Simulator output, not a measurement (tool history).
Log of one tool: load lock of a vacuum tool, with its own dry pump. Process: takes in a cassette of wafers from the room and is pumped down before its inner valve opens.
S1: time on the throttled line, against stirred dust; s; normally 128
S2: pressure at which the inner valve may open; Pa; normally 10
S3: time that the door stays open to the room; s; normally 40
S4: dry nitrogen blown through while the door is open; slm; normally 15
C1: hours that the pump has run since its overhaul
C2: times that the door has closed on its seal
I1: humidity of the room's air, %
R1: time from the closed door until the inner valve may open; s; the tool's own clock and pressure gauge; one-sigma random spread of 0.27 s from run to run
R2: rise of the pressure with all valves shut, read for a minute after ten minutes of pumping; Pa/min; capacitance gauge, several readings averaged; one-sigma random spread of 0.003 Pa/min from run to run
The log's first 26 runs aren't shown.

run 27 hour=12081.2 | S1=188 S2=10 S3=40 S4=7 | C1=14405 C2=13106 | I1=45 | R1=231.2 R2=0.029
run 28 hour=12681.6 | S1=147 S2=13 S3=45 S4=27 | C1=15005 C2=15693 | I1=47.7 | R1=192.3 R2=0.031
run 29 hour=13054.6 | S1=255 S2=13 S3=33 S4=27 | C1=15378 C2=17300 | I1=44.2 | R1=291.1 R2=0.032
run 30 hour=13603.3 | S1=255 S2=13 S3=33 S4=27 | C1=15927 C2=19665 | I1=46.1 | R1=291.5 R2=0.031
run 31 hour=13870.2 | S1=255 S2=13 S3=33 S4=27 | C1=16194 C2=20815 | I1=45.7 | R1=291.5 R2=0.042
run 32 hour=14426.1 | S1=255 S2=13 S3=33 S4=27 | C1=16750 C2=23210 | I1=43.8 | R1=291 R2=0.043
run 33 hour=14703.4 | S1=93 S2=13 S3=35 S4=27 | C1=17027 C2=24405 | I1=46 | R1=143.8 R2=0.046
run 34 hour=15091 | S1=128 S2=11 S3=68 S4=15 | C1=17414 C2=26075 | I1=44.1 | R1=177.1 R2=0.053

Run 35 comes next. What will it give?
run 35 hour=15410.1 | S1=128 S2=14 S3=40 S4=21 | C1=17733 C2=27450 | I1=44 | R1=? R2=?

Run 35 produced R1 175.8 s, R2 0.059 Pa/min.
On a tool with no hidden condition, and with the same random variation, this run would have come out at R1 170.9 s, R2 0.011 Pa/min.
